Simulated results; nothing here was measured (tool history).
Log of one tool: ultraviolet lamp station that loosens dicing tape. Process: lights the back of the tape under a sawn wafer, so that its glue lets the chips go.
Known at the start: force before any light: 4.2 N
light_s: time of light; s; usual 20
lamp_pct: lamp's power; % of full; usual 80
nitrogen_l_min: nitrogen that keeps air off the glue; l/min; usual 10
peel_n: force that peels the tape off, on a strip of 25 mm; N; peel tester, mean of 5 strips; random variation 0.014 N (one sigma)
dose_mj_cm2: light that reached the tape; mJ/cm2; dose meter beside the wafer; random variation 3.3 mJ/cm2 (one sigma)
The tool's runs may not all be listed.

Run 1, hour 0: usual settings. Result: peel_n 0.647 N, dose_mj_cm2 525 mJ/cm2.
Run 2, hour 10.8: usual settings. Result: peel_n 0.65 N, dose_mj_cm2 522 mJ/cm2.
Run 3, hour 17.1: usual settings. Result: peel_n 0.649 N, dose_mj_cm2 527 mJ/cm2.
Run 4, hour 25.2: usual settings. Result: peel_n 0.649 N, dose_mj_cm2 523 mJ/cm2.
Run 5, hour 34: usual settings. Result: peel_n 0.648 N, dose_mj_cm2 526 mJ/cm2.
Run 6, hour 39.9: usual settings. Result: peel_n 0.625 N, dose_mj_cm2 528 mJ/cm2.
Run 7, hour 48.4: usual settings but nitrogen_l_min 17 l/min. Result: peel_n 0.521 N, dose_mj_cm2 518 mJ/cm2.
Run 8, hour 54.1: usual settings but light_s 33 s. Result: peel_n 0.322 N, dose_mj_cm2 864 mJ/cm2.
Run 9, hour 65.3: usual settings but light_s 33 s. Result: peel_n 0.318 N, dose_mj_cm2 866 mJ/cm2.
Run 10, hour 72.5: usual settings but lamp_pct 88 % of full. Result: peel_n 0.575 N, dose_mj_cm2 575 mJ/cm2.
Run 11, hour 81.9: usual settings but lamp_pct 88 % of full. Result: peel_n 0.564 N, dose_mj_cm2 580 mJ/cm2.
Run 12, hour 88: usual settings but light_s 22 s. Result: peel_n 0.578 N, dose_mj_cm2 572 mJ/cm2.
Run 13, hour 98.3: usual settings but light_s 22 s, nitrogen_l_min 19 l/min. Result: peel_n 0.419 N, dose_mj_cm2 580 mJ/cm2.
Run 14, hour 109.4: usual settings but light_s 22 s, nitrogen_l_min 19 l/min. Result: peel_n 0.426 N, dose_mj_cm2 576 mJ/cm2.
Run 15, hour 118.1: usual settings but light_s 22 s, nitrogen_l_min 19 l/min. Result: peel_n 0.431 N, dose_mj_cm2 583 mJ/cm2.
Run 16, hour 126.9: usual settings but nitrogen_l_min 3 l/min. Result: peel_n 1.124 N, dose_mj_cm2 524 mJ/cm2.
Run 17, hour 137.3: usual settings but nitrogen_l_min 3 l/min. Result: peel_n 1.159 N, dose_mj_cm2 525 mJ/cm2.
Run 18, hour 145.3: usual settings but nitrogen_l_min 4 l/min. Result: peel_n 1.042 N, dose_mj_cm2 523 mJ/cm2.
Run 19, hour 156: usual settings. Result: peel_n 0.647 N, dose_mj_cm2 530 mJ/cm2.
Run 20, hour 161.5: usual settings. Result: peel_n 0.636 N, dose_mj_cm2 529 mJ/cm2.
Run 21, hour 171.1: usual settings. Result: peel_n 0.632 N, dose_mj_cm2 521 mJ/cm2.
Run 22, hour 179.2: usual settings but lamp_pct 64 % of full. Result: peel_n 0.876 N, dose_mj_cm2 416 mJ/cm2.
Run 23, hour 187.5: usual settings but light_s 34 s, lamp_pct 64 % of full, nitrogen_l_min 6 l/min. Result: peel_n 0.533 N, dose_mj_cm2 719 mJ/cm2.
Run 24, hour 197.4: usual settings but light_s 34 s, lamp_pct 64 % of full, nitrogen_l_min 6 l/min. Result: peel_n 0.549 N, dose_mj_cm2 717 mJ/cm2.
Run 25, hour 206.8: usual settings but light_s 30 s, lamp_pct 75 % of full, nitrogen_l_min 7 l/min. Result: peel_n 0.47 N, dose_mj_cm2 737 mJ/cm2.
Run 26, hour 216.1: usual settings but light_s 25 s. Result: peel_n 0.466 N, dose_mj_cm2 657 mJ/cm2.
Run 27, hour 227.5: usual settings but lamp_pct 65 % of full, nitrogen_l_min 4 l/min. Result: peel_n 1.327 N, dose_mj_cm2 427 mJ/cm2.
Run 28, hour 237.9: usual settings but light_s 22 s, lamp_pct 72 % of full. Result: peel_n 0.678 N, dose_mj_cm2 518 mJ/cm2.
Run 29, hour 246.9: usual settings but nitrogen_l_min 11 l/min. Result: peel_n 0.606 N, dose_mj_cm2 524 mJ/cm2.
Run 30, hour 254.4: usual settings but light_s 34 s, lamp_pct 64 % of full, nitrogen_l_min 4 l/min. Result: peel_n 0.672 N, dose_mj_cm2 714 mJ/cm2.
Run 31, hour 262.6: usual settings but light_s 31 s, lamp_pct 84 % of full. Result: peel_n 0.333 N, dose_mj_cm2 857 mJ/cm2.
Run 32, hour 273: usual settings but light_s 31 s, lamp_pct 84 % of full. Result: peel_n 0.325 N, dose_mj_cm2 859 mJ/cm2.
Run 33, hour 277.8: usual settings but lamp_pct 62 % of full, nitrogen_l_min 12 l/min. Result: peel_n 0.862 N, dose_mj_cm2 402 mJ/cm2.
Run 34, hour 283.4: usual settings but light_s 36 s, lamp_pct 73 % of full. Result: peel_n 0.328 N, dose_mj_cm2 863 mJ/cm2.
Run 35, hour 288.3: usual settings but light_s 36 s, lamp_pct 73 % of full. Result: peel_n 0.321 N, dose_mj_cm2 859 mJ/cm2.
Run 36, hour 298.7: usual settings but light_s 36 s, lamp_pct 67 % of full, nitrogen_l_min 11 l/min. Result: peel_n 0.354 N, dose_mj_cm2 793 mJ/cm2.
Run 37, hour 308.7: usual settings but light_s 19 s, nitrogen_l_min 8 l/min. Result: peel_n 0.775 N, dose_mj_cm2 500 mJ/cm2.
Run 38, hour 319.2: usual settings but light_s 19 s, nitrogen_l_min 8 l/min. Result: peel_n 0.753 N, dose_mj_cm2 496 mJ/cm2.
Run 39, hour 330.3: usual settings but light_s 13 s, lamp_pct 71 % of full, nitrogen_l_min 4 l/min. Result: peel_n 1.82 N, dose_mj_cm2 304 mJ/cm2.
Run 40, hour 335.4: usual settings but light_s 13 s, lamp_pct 71 % of full, nitrogen_l_min 4 l/min. Result: peel_n 1.824 N, dose_mj_cm2 302 mJ/cm2.

Not shown: 1 entry that the log had between the listed runs. Between which runs, and how does the tool's hidden state differ before and after?
Between runs 18 and 19: window cleaned of glue's vapour (hour 149.8)
  light that the window lets through, % of a clean one's: 99.9 -> 100
